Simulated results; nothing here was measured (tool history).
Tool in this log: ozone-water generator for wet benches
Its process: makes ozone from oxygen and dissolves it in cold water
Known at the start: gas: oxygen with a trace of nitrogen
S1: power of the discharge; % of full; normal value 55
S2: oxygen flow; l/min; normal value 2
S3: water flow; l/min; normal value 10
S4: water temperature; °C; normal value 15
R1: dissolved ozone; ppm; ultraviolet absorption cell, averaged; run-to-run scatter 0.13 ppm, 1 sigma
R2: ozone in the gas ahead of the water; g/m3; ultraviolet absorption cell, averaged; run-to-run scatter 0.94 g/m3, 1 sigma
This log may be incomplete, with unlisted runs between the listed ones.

Run 1, day 0: usual settings. Result: R1 14.5 ppm, R2 155.7 g/m3.
Run 2, day 2.158: usual settings. Result: R1 14.5 ppm, R2 156.1 g/m3.
Run 3, day 4.754: usual settings. Result: R1 14.2 ppm, R2 156.1 g/m3.
Run 4, day 8.046: usual settings. Result: R1 14.4 ppm, R2 154.6 g/m3.
Run 5, day 10.512: usual settings but S1 84 % of full. Result: R1 20.6 ppm, R2 221 g/m3.
Run 6, day 12.388: usual settings but S1 84 % of full, S2 3.01 l/min. Result: R1 20.7 ppm, R2 176.8 g/m3.
Run 7, day 15.075: usual settings but S1 84 % of full, S2 3.01 l/min. Result: R1 20.6 ppm, R2 175.4 g/m3.
Run 8, day 17.333: usual settings. Result: R1 14.4 ppm, R2 153.5 g/m3.
Run 9, day 20.108: usual settings. Result: R1 14.3 ppm, R2 156.7 g/m3.
Run 10, day 21.742: usual settings. Result: R1 14 ppm, R2 155.7 g/m3.
Run 11, day 23.629: usual settings but S2 2.72 l/min. Result: R1 14.3 ppm, R2 130.6 g/m3.
Run 12, day 27.033: usual settings but S2 1.33 l/min. Result: R1 13.4 ppm, R2 192 g/m3.
Run 13, day 28.704: usual settings. Result: R1 14.4 ppm, R2 155.6 g/m3.
Run 14, day 32.167: usual settings. Result: R1 14.3 ppm, R2 155.7 g/m3.
Run 15, day 34.258: usual settings but S4 11 °C. Result: R1 14.6 ppm, R2 154.9 g/m3.
Run 16, day 37.454: usual settings. Result: R1 14 ppm, R2 153.8 g/m3.
Run 17, day 39.729: usual settings but S3 15 l/min. Result: R1 9.2 ppm, R2 152.9 g/m3.
Run 18, day 42.504: usual settings but S3 15 l/min. Result: R1 9.4 ppm, R2 154.7 g/m3.
Run 19, day 45.142: usual settings but S2 1.11 l/min, S3 16 l/min. Result: R1 7.6 ppm, R2 213.9 g/m3.
Run 20, day 47.225: usual settings but S2 1.11 l/min, S3 16 l/min. Result: R1 7.6 ppm, R2 211.4 g/m3.
Run 21, day 50.138: usual settings but S1 50 % of full, S2 2.77 l/min, S3 6 l/min, S4 11 °C. Result: R1 20.8 ppm, R2 118.5 g/m3.
At day 50.338: water thermometer calibrated.
Run 22, day 52.529: usual settings but S1 50 % of full, S2 2.77 l/min, S3 6 l/min, S4 11 °C. Result: R1 20.8 ppm, R2 118 g/m3.
Run 23, day 55.962: usual settings but S1 50 % of full, S2 2.77 l/min, S3 6 l/min, S4 11 °C. Result: R1 21 ppm, R2 118.4 g/m3.
Run 24, day 58.208: usual settings but S1 50 % of full, S2 1.02 l/min, S4 10 °C. Result: R1 12 ppm, R2 202.7 g/m3.
At day 59.438: water thermometer calibrated, once more.
Run 25, day 61.108: usual settings but S2 3.43 l/min, S4 11 °C. Result: R1 15 ppm, R2 113.1 g/m3.
Run 26, day 64.804: usual settings but S2 3.43 l/min, S4 11 °C. Result: R1 14.8 ppm, R2 114.3 g/m3.
Run 27, day 68.146: usual settings but S1 51 % of full, S2 2.3 l/min, S3 15 l/min, S4 20 °C. Result: R1 8.2 ppm, R2 132.6 g/m3.
Run 28, day 70.583: usual settings but S1 51 % of full, S2 2.3 l/min, S3 15 l/min, S4 20 °C. Result: R1 8.5 ppm, R2 133.9 g/m3.
Run 29, day 73.842: usual settings but S1 99 % of full, S3 12 l/min. Result: R1 18.3 ppm, R2 243.3 g/m3.
Run 30, day 76.783: usual settings but S1 69 % of full, S2 1.71 l/min, S4 14 °C. Result: R1 16.4 ppm, R2 198.8 g/m3.
Run 31, day 79.296: usual settings but S1 69 % of full, S2 1.71 l/min, S4 14 °C. Result: R1 16.6 ppm, R2 198.8 g/m3.
Run 32, day 81.021: usual settings but S1 48 % of full, S2 2.61 l/min. Result: R1 12.5 ppm, R2 117.6 g/m3.

Branching from run 32: 3 alternative next runs. What would each branch give?
Run A, day 83.504: usual settings but S1 48 % of full, S2 2.51 l/min, S3 9 l/min. Result: R1 ?, R2 ?.
Run B, day 83.504: usual settings but S1 43 % of full, S2 2.85 l/min. Result: R1 ?, R2 ?.
Run C, day 83.504: usual settings but S1 48 % of full, S2 2.61 l/min, S3 7 l/min, S4 22 °C. Result: R1 ?, R2 ?.

run    R1     R2
  A  13.8  120.4
  B  11.3  101.6
  C  14.9  116.9
With the hidden condition removed and each run's random variation left untouched, the same runs would have given:
run    R1     R2
  A  14.9  125.1
  B  12.2    105
  C  15.9  121.4
